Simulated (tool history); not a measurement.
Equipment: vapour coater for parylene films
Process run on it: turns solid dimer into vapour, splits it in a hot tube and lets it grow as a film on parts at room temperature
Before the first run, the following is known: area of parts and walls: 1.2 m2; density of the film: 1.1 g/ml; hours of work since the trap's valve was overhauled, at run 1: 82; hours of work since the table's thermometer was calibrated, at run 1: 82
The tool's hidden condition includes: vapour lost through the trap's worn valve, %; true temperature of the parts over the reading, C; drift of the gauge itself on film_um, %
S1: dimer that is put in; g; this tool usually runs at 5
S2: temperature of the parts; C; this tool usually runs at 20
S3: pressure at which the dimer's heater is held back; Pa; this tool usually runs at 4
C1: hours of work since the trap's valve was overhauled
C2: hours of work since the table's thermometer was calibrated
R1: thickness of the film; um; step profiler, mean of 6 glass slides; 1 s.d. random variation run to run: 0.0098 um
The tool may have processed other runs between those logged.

run     day  S1  S2    S3   C1   C2     R1
  1       0   5  20     4   82   82  1.988
  2   1.142   5  20     4   99   99  1.981
  3   3.167   5  20     4  129  129  1.973
  4   4.942   5  20  3.51  155  155  2.019
  5   6.029   5  20  3.51  172  172  2.018
  6   6.883   5  14     4  184  184   2.23
  7   8.912   5  14     4  215  215   2.19
  8   9.817   5  20     4  228  228   1.95
  9  10.683   5  20   8.7  241  241  1.667
 10  12.433   5  20   8.7  267  267  1.656
 11  14.296   5  20   8.7  295  295  1.675
 12  15.796   5  20     4  318  318  1.914
     16.146  -- trap's valve overhauled
 13  17.221   5  20     4   16  336  1.863
 14   18.85   5  18     4   40  361  1.937
 15  20.742   5  18     4   69  389  1.938
 16  22.788   5  18     4   99  419  1.932
 17  24.721   5  18     4  128  448  1.915
     25.983  -- trap's valve overhauled, once more
 18  26.058   5  18     4    1  466  2.088
 19  26.908   5  20  2.89   14  479  2.135
 20  28.892   7  26     5   43  508  2.347
 21  30.583   5  20  3.52   69  533   2.03
 22    32.2   2  28  6.92   93  558   0.61
 23  34.046   6  20  6.92  120  585  2.123

What if the next run were any one of these 3? Each begins from the tool's condition after run 23:
  A  35.446   4  27  6.32  141  606   ?
  B  35.446   5  27     4  141  606   ?
  C  35.446   5  22     4  141  606   ?

run     R1
  A   1.25
  B  1.698
  C  1.876
The same runs, with their run-to-run variation unchanged, on a tool lacking any hidden condition would have given:
run     R1
  A  1.285
  B  1.744
  C  1.928

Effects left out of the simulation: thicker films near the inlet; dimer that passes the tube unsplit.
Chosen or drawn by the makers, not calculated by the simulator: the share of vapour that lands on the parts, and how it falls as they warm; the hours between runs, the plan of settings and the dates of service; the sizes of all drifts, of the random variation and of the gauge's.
